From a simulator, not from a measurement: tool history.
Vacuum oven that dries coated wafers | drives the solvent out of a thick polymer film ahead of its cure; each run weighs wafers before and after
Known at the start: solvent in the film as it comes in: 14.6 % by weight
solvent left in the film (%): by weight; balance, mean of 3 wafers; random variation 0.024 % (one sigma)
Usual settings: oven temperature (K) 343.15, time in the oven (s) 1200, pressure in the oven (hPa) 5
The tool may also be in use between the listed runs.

run   hour  oven temperature (K)  time in the oven (s)  pressure in the oven (hPa)  solvent left in the film (%)
  1      0                343.15                  1200                           5                          0.88
  2   42.4                357.15                  1200                           5                           0.2
  3   96.3                357.15                  1200                           5                           0.2
  4  126.2                334.15                  1200                           5                          2.78
  5  170.2                334.15                  1200                           5                          2.75
  6  206.6                343.15                  1200                           5                          0.87
  7  247.5                343.15                  1200                           5                          0.85
  8  274.5                343.15                  1200                           5                          0.85
     282.1  -- oven's thermocouples calibrated
  9  322.4                343.15                  1200                           5                          0.77
 10  372.3                343.15                  1200                           5                          0.74
     407.6  -- oven's thermocouples calibrated, once more
 11  441.3                343.15                  1200                           5                          1.16
 12    500                343.15                  1200                           5                          1.11
 13  527.7                343.15                  1200                           5                          1.17
 14  582.5                343.15                  1200                           5                          1.13
 15  622.2                329.15                  1740                         3.1                          3.15
 16  670.6                329.15                  1740                         3.1                          3.13

Forecast run 17:
 17  713.8                329.15                  1740                       17.13                             ?

Run 17 gave solvent left in the film (%) 3.83.
Without the tool's hidden state the same run would have given solvent left in the film (%) 3.66.

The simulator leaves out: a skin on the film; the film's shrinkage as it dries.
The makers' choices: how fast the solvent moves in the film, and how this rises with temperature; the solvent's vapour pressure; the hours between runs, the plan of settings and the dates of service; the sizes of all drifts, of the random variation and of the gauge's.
